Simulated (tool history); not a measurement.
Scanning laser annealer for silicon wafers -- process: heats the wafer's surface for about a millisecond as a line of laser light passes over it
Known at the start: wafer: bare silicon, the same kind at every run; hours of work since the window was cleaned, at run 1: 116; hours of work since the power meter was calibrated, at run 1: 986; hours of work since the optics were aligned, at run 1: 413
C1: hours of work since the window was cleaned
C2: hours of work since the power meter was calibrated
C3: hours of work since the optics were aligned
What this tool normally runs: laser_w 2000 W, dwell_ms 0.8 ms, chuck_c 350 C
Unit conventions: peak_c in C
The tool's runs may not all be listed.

run 1 day=0 | laser_w=2000 dwell_ms=0.8 chuck_c=350 | C1=116 C2=986 C3=413 | peak_c=1088
run 2 day=1.554 | laser_w=2136 dwell_ms=0.8 chuck_c=350 | C1=139 C2=1009 C3=436 | peak_c=1153
run 3 day=2.308 | laser_w=2136 dwell_ms=0.8 chuck_c=350 | C1=150 C2=1020 C3=448 | peak_c=1148
run 4 day=3.642 | laser_w=2136 dwell_ms=0.8 chuck_c=350 | C1=170 C2=1040 C3=467 | peak_c=1148
run 5 day=4.904 | laser_w=2000 dwell_ms=0.8 chuck_c=338 | C1=188 C2=1058 C3=486 | peak_c=1068
run 6 day=6.092 | laser_w=2000 dwell_ms=0.8 chuck_c=338 | C1=206 C2=1076 C3=504 | peak_c=1071
run 7 day=6.867 | laser_w=2000 dwell_ms=0.8 chuck_c=338 | C1=218 C2=1088 C3=515 | peak_c=1070
run 8 day=8.075 | laser_w=2000 dwell_ms=0.8 chuck_c=351 | C1=236 C2=1106 C3=533 | peak_c=1079
run 9 day=9.525 | laser_w=2000 dwell_ms=0.8 chuck_c=350 | C1=257 C2=1127 C3=555 | peak_c=1081
run 10 day=10.717 | laser_w=2000 dwell_ms=0.8 chuck_c=350 | C1=275 C2=1145 C3=573 | peak_c=1078
run 11 day=12.367 | laser_w=2000 dwell_ms=0.8 chuck_c=320 | C1=299 C2=1169 C3=597 | peak_c=1045
run 12 day=13.75 | laser_w=2000 dwell_ms=0.8 chuck_c=320 | C1=320 C2=1190 C3=618 | peak_c=1042
run 13 day=15.012 | laser_w=2022 dwell_ms=0.8 chuck_c=350 | C1=339 C2=1209 C3=637 | peak_c=1086
run 14 day=16.408 | laser_w=2188 dwell_ms=0.8 chuck_c=350 | C1=360 C2=1230 C3=657 | peak_c=1159
run 15 day=17.4 | laser_w=2000 dwell_ms=0.8 chuck_c=350 | C1=374 C2=1244 C3=672 | peak_c=1070
run 16 day=19.067 | laser_w=2000 dwell_ms=0.8 chuck_c=350 | C1=399 C2=1269 C3=697 | peak_c=1066
run 17 day=20.104 | laser_w=2000 dwell_ms=0.8 chuck_c=350 | C1=415 C2=1285 C3=712 | peak_c=1069
run 18 day=20.838 | laser_w=2000 dwell_ms=0.8 chuck_c=350 | C1=425 C2=1295 C3=723 | peak_c=1067
run 19 day=22.129 | laser_w=2000 dwell_ms=0.8 chuck_c=350 | C1=445 C2=1315 C3=742 | peak_c=1064
run 20 day=23.004 | laser_w=2000 dwell_ms=0.8 chuck_c=350 | C1=458 C2=1328 C3=755 | peak_c=1065
run 21 day=24.458 | laser_w=2000 dwell_ms=0.8 chuck_c=350 | C1=479 C2=1349 C3=777 | peak_c=1064
run 22 day=25.762 | laser_w=2000 dwell_ms=0.8 chuck_c=350 | C1=499 C2=1369 C3=796 | peak_c=1062
run 23 day=27.304 | laser_w=2000 dwell_ms=0.8 chuck_c=350 | C1=522 C2=1392 C3=819 | peak_c=1058
run 24 day=28.012 | laser_w=2000 dwell_ms=0.562 chuck_c=350 | C1=532 C2=1402 C3=830 | peak_c=953
run 25 day=28.758 | laser_w=2000 dwell_ms=0.562 chuck_c=350 | C1=543 C2=1413 C3=841 | peak_c=950
-- day=29.508 window over the wafer cleaned
run 26 day=30.558 | laser_w=1919 dwell_ms=0.591 chuck_c=324 | C1=16 C2=1439 C3=867 | peak_c=931
run 27 day=32.033 | laser_w=1850 dwell_ms=0.8 chuck_c=350 | C1=38 C2=1461 C3=889 | peak_c=1016
run 28 day=32.85 | laser_w=1725 dwell_ms=0.8 chuck_c=350 | C1=50 C2=1473 C3=901 | peak_c=959
run 29 day=33.65 | laser_w=2054 dwell_ms=0.751 chuck_c=350 | C1=62 C2=1485 C3=913 | peak_c=1089
run 30 day=34.379 | laser_w=2000 dwell_ms=0.873 chuck_c=389 | C1=72 C2=1496 C3=923 | peak_c=1153
run 31 day=35.283 | laser_w=1770 dwell_ms=0.902 chuck_c=389 | C1=86 C2=1509 C3=937 | peak_c=1054
run 32 day=36.008 | laser_w=1770 dwell_ms=0.902 chuck_c=389 | C1=97 C2=1520 C3=948 | peak_c=1051
run 33 day=37.188 | laser_w=2136 dwell_ms=0.71 chuck_c=381 | C1=114 C2=1537 C3=965 | peak_c=1133
run 34 day=38.554 | laser_w=2136 dwell_ms=0.897 chuck_c=381 | C1=135 C2=1558 C3=986 | peak_c=1218
run 35 day=39.588 | laser_w=2009 dwell_ms=0.8 chuck_c=346 | C1=150 C2=1573 C3=1001 | peak_c=1079
run 36 day=41.292 | laser_w=2009 dwell_ms=0.847 chuck_c=389 | C1=175 C2=1598 C3=1026 | peak_c=1140
run 37 day=42.083 | laser_w=2180 dwell_ms=0.779 chuck_c=357 | C1=187 C2=1610 C3=1038 | peak_c=1158
run 38 day=43.129 | laser_w=1707 dwell_ms=0.601 chuck_c=312 | C1=203 C2=1626 C3=1054 | peak_c=831
run 39 day=44.775 | laser_w=1707 dwell_ms=0.601 chuck_c=312 | C1=227 C2=1650 C3=1078 | peak_c=831
run 40 day=45.883 | laser_w=2000 dwell_ms=0.8 chuck_c=328 | C1=244 C2=1667 C3=1094 | peak_c=1051

Below are 4 alternative next runs, each starting from the tool's condition after run 40. Predict each:
run A day=47.558 | laser_w=1868 dwell_ms=0.674 chuck_c=356 | C1=268 C2=1692 C3=1119 | peak_c=?
run B day=47.558 | laser_w=1911 dwell_ms=0.8 chuck_c=357 | C1=268 C2=1692 C3=1119 | peak_c=?
run C day=47.558 | laser_w=2000 dwell_ms=0.606 chuck_c=328 | C1=268 C2=1692 C3=1119 | peak_c=?
run D day=47.558 | laser_w=2179 dwell_ms=0.8 chuck_c=328 | C1=268 C2=1692 C3=1119 | peak_c=?

run=A peak_c=966
run=B peak_c=1039
run=C peak_c=962
run=D peak_c=1129
Stripped of hidden state, with their random variation kept, the same runs would have yielded:
run=A peak_c=988
run=B peak_c=1063
run=C peak_c=985
run=D peak_c=1158
